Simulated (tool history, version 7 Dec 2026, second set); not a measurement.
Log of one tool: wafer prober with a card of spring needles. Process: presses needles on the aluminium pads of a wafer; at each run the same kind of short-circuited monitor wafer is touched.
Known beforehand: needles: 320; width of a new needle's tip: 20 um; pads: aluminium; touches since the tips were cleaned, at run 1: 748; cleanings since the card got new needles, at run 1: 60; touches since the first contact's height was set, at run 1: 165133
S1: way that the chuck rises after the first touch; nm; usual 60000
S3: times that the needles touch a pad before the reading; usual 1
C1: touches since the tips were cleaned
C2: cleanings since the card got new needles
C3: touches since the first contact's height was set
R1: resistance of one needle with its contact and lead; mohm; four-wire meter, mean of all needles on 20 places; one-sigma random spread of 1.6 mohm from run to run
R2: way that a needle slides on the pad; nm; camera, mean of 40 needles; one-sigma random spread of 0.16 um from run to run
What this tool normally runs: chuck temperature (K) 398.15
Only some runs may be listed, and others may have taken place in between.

run 1 hour=0.0 | S1=60000 chuck_temperature_(K)=398.15 S3=1 | C1=748 C2=60 C3=165133 | R1=239 R2=14720
-- hour=3.6 tips cleaned on abrasive film
run 2 hour=4.8 | S1=60000 chuck_temperature_(K)=398.15 S3=1 | C1=563 C2=61 C3=167292 | R1=222 R2=14780
-- hour=8.8 tips cleaned on abrasive film
-- hour=14.5 tips cleaned on abrasive film
run 3 hour=15.6 | S1=60000 chuck_temperature_(K)=398.15 S3=1 | C1=485 C2=63 C3=172193 | R1=214 R2=14680
-- hour=20.1 tips cleaned on abrasive film
run 4 hour=21.1 | S1=60000 chuck_temperature_(K)=398.15 S3=1 | C1=469 C2=64 C3=174696 | R1=212 R2=14580
-- hour=25.6 tips cleaned on abrasive film
run 5 hour=28.1 | S1=60000 chuck_temperature_(K)=398.15 S3=1 | C1=1166 C2=65 C3=177898 | R1=262 R2=14240
-- hour=31.1 tips cleaned on abrasive film
-- hour=36.1 tips cleaned on abrasive film
run 6 hour=38.7 | S1=60000 chuck_temperature_(K)=398.15 S3=1 | C1=1205 C2=67 C3=182718 | R1=262 R2=14380
-- hour=41.3 tips cleaned on abrasive film
-- hour=46.8 tips cleaned on abrasive film
run 7 hour=49.3 | S1=60000 chuck_temperature_(K)=398.15 S3=1 | C1=1167 C2=69 C3=187523 | R1=261 R2=14480
-- hour=51.8 tips cleaned on abrasive film
-- hour=57.0 tips cleaned on abrasive film
run 8 hour=60.3 | S1=60000 chuck_temperature_(K)=398.15 S3=1 | C1=1496 C2=71 C3=192503 | R1=297 R2=14420
-- hour=62.2 tips cleaned on abrasive film
run 9 hour=66.0 | S1=60000 chuck_temperature_(K)=398.15 S3=1 | C1=1796 C2=72 C3=195122 | R1=307 R2=14180
-- hour=68.1 tips cleaned on abrasive film
run 10 hour=71.1 | S1=60000 chuck_temperature_(K)=398.15 S3=1 | C1=1421 C2=73 C3=197436 | R1=290 R2=14380
-- hour=73.7 tips cleaned on abrasive film
run 11 hour=78.5 | S1=60000 chuck_temperature_(K)=354.15 S3=1 | C1=2207 C2=74 C3=200794 | R1=337 R2=14350
-- hour=79.1 tips cleaned on abrasive film
-- hour=84.6 tips cleaned on abrasive film
run 12 hour=87.5 | S1=62000 chuck_temperature_(K)=398.15 S3=1 | C1=1335 C2=76 C3=204851 | R1=278 R2=14640
-- hour=90.0 tips cleaned on abrasive film
-- hour=95.2 tips cleaned on abrasive film
run 13 hour=97.2 | S1=60000 chuck_temperature_(K)=398.15 S3=2 | C1=916 C2=78 C3=209241 | R1=217 R2=14500
-- hour=100.5 tips cleaned on abrasive film
-- hour=105.7 tips cleaned on abrasive film
run 14 hour=106.1 | S1=60000 chuck_temperature_(K)=398.15 S3=1 | C1=175 C2=80 C3=213266 | R1=203 R2=14210
-- hour=110.7 tips cleaned on abrasive film
-- hour=111.5 height of the first contact set anew
run 15 hour=114.8 | S1=60000 chuck_temperature_(K)=398.15 S3=1 | C1=1751 C2=81 C3=1527 | R1=281 R2=16340
-- hour=116.5 tips cleaned on abrasive film
-- hour=121.8 tips cleaned on abrasive film
run 16 hour=121.8 | S1=60000 chuck_temperature_(K)=398.15 S3=1 | C1=0 C2=83 C3=4651 | R1=182 R2=16210
-- hour=127.2 tips cleaned on abrasive film
run 17 hour=127.4 | S1=60000 chuck_temperature_(K)=398.15 S3=1 | C1=48 C2=84 C3=7186 | R1=181 R2=16070
-- hour=132.8 tips cleaned on abrasive film
run 18 hour=133.4 | S1=48000 chuck_temperature_(K)=318.15 S3=1 | C1=246 C2=85 C3=9925 | R1=211 R2=12870
-- hour=137.9 tips cleaned on abrasive film
run 19 hour=141.8 | S1=68000 chuck_temperature_(K)=398.15 S3=2 | C1=1780 C2=86 C3=13766 | R1=219 R2=18150
-- hour=143.4 tips cleaned on abrasive film
-- hour=148.6 tips cleaned on abrasive film
run 20 hour=149.0 | S1=68000 chuck_temperature_(K)=398.15 S3=2 | C1=192 C2=88 C3=17024 | R1=170 R2=18630
-- hour=153.7 tips cleaned on abrasive film
run 21 hour=156.8 | S1=68000 chuck_temperature_(K)=398.15 S3=2 | C1=1438 C2=89 C3=20596 | R1=209 R2=18250
-- hour=159.1 tips cleaned on abrasive film
-- hour=164.5 tips cleaned on abrasive film
run 22 hour=165.6 | S1=53000 chuck_temperature_(K)=363.15 S3=1 | C1=501 C2=91 C3=24551 | R1=221 R2=14010
-- hour=169.9 tips cleaned on abrasive film
-- hour=175.7 tips cleaned on abrasive film
run 23 hour=176.6 | S1=55000 chuck_temperature_(K)=334.15 S3=2 | C1=424 C2=93 C3=29533 | R1=190 R2=14590
-- hour=180.8 tips cleaned on abrasive film
run 24 hour=181.3 | S1=43000 chuck_temperature_(K)=398.15 S3=3 | C1=241 C2=94 C3=31676 | R1=198 R2=11340
-- hour=186.5 tips cleaned on abrasive film
run 25 hour=191.0 | S1=50000 chuck_temperature_(K)=398.15 S3=2 | C1=2059 C2=95 C3=36111 | R1=291 R2=13330
-- hour=192.0 tips cleaned on abrasive film
-- hour=197.1 tips cleaned on abrasive film
run 26 hour=197.1 | S1=42000 chuck_temperature_(K)=301.15 S3=1 | C1=0 C2=97 C3=38859 | R1=192 R2=10910

What does the tool deliver on the next run?
-- hour=202.5 tips cleaned on abrasive film
run 27 hour=202.5 | S1=42000 chuck_temperature_(K)=301.15 S3=1 | C1=0 C2=98 C3=41314 | R1=? R2=?

R1: 176 mohm
R2: 10960 nm
Were there no unlogged condition in the tool, this run, its random variation unchanged, would have produced R1 154 mohm, R2 11410 nm.

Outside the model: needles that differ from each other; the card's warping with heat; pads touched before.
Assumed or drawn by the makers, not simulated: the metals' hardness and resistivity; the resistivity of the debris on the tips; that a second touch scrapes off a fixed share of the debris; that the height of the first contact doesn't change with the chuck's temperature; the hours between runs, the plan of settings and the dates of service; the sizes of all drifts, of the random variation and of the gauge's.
